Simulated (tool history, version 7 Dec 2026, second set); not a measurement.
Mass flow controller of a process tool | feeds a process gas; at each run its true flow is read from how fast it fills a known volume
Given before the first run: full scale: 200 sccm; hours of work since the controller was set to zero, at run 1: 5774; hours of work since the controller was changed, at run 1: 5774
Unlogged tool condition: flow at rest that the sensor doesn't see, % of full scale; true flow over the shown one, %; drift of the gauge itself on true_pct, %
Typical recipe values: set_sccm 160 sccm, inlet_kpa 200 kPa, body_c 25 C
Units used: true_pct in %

| run | day | set_sccm | inlet_kpa | body_c | hours of work since the controller was set to zero | hours of work since the controller was changed | true_pct |
|---|---|---|---|---|---|---|---|
| 1 | 0.000 | 160 | 200 | 25 | 5774 | 5774 | 101.40 |
| 2 | 16.562 | 160 | 200 | 25 | 5952 | 5952 | 101.27 |
| 3 | 33.412 | 160 | 200 | 25 | 6134 | 6134 | 101.53 |
| 4 | 41.675 | 160 | 200 | 25 | 6223 | 6223 | 101.61 |
|  | 42.546 | controller's zero set anew |
| 5 | 58.742 | 160 | 200 | 24 | 175 | 6407 | 101.83 |
| 6 | 72.667 | 160 | 158 | 25 | 325 | 6557 | 101.63 |
| 7 | 86.129 | 80 | 194 | 20 | 470 | 6702 | 101.83 |
| 8 | 97.067 | 65 | 200 | 24 | 588 | 6820 | 101.69 |
|  | 98.842 | controller's zero set anew, once more |
| 9 | 105.258 | 65 | 200 | 24 | 69 | 6908 | 100.25 |
| 10 | 120.604 | 185 | 195 | 22 | 235 | 7073 | 101.65 |
| 11 | 139.058 | 23 | 196 | 27 | 434 | 7272 | 100.04 |
| 12 | 153.133 | 78 | 170 | 32 | 585 | 7424 | 100.33 |

Consider 4 possible next runs. They are alternatives, not a sequence: every one starts from the tool as it was left by run 12. What does each give?
| A | 165.121 | 160 | 233 | 25 | 715 | 7553 | ? |
| B | 165.121 | 78 | 170 | 27 | 715 | 7553 | ? |
| C | 165.121 | 78 | 162 | 32 | 715 | 7553 | ? |
| D | 165.121 | 42 | 144 | 25 | 715 | 7553 | ? |

| run | true_pct |
|---|---|
| A | 101.63 |
| B | 100.54 |
| C | 100.41 |
| D | 100.07 |
Stripped of hidden state, with their random variation kept, the same runs would have yielded:
| run | true_pct |
|---|---|
| A | 99.63 |
| B | 98.47 |
| C | 98.33 |
| D | 97.88 |
